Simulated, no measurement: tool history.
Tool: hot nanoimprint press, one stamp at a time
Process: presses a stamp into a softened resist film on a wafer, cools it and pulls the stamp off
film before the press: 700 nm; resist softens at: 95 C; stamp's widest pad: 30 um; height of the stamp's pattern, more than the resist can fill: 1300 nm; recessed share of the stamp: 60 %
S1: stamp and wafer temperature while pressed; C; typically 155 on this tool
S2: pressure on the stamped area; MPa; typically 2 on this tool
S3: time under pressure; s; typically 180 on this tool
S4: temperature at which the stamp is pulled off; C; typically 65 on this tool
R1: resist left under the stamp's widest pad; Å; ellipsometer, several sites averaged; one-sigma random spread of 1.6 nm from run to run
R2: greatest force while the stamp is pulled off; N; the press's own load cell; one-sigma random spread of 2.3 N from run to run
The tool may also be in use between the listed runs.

| run | hour | S1 | S2 | S3 | S4 | R1 | R2 |
|---|---|---|---|---|---|---|---|
| 1 | 0 | 155 | 2 | 180 | 65 | 2856 | 131 |
| 2 | 55.4 | 155 | 2.91 | 180 | 65 | 2390 | 134 |
| 3 | 103.4 | 155 | 2.91 | 323 | 65 | 1926 | 141 |
| 4 | 145.9 | 155 | 2.91 | 323 | 65 | 1953 | 147 |
|  | 155.2 | plate thermocouple calibrated |
| 5 | 179 | 155 | 2.91 | 292 | 65 | 2078 | 150 |
|  | 188.8 | stamp cleaned and given a new release coat |
| 6 | 258.5 | 155 | 2.91 | 292 | 65 | 2112 | 119 |
|  | 273.3 | press's hydraulic seals changed and the load cell set to zero |
| 7 | 329.6 | 155 | 1.24 | 292 | 65 | 3203 | 122 |
| 8 | 372.1 | 162 | 3 | 156 | 65 | 1926 | 119 |
| 9 | 410.1 | 164 | 3.12 | 215 | 54 | 1547 | 155 |
|  | 460.2 | plate thermocouple calibrated, once more |
| 10 | 486.7 | 164 | 3.12 | 215 | 54 | 1338 | 151 |
| 11 | 548.1 | 143 | 2 | 180 | 58 | 4095 | 144 |
| 12 | 580.2 | 143 | 2 | 180 | 58 | 4116 | 148 |

Results per run with the tool's hidden condition removed, run-to-run variation unchanged:
Hidden state present: true temperature over the reading, C; pressure that arrives at the usual setting, %; grip of the stamp's worn release coat, % over a new coat's; drift of the gauge itself on residual_nm, %; drift of the gauge itself on pull_off_n, %.
| run | R1 | R2 |
|---|---|---|
| 1 | 2568 | 104 |
| 2 | 2085 | 102 |
| 3 | 1662 | 104 |
| 4 | 1670 | 106 |
| 5 | 1719 | 106 |
| 6 | 1724 | 107 |
| 7 | 2790 | 105 |
| 8 | 1665 | 99 |
| 9 | 1331 | 128 |
| 10 | 1328 | 127 |
| 11 | 4043 | 117 |
| 12 | 4046 | 118 |
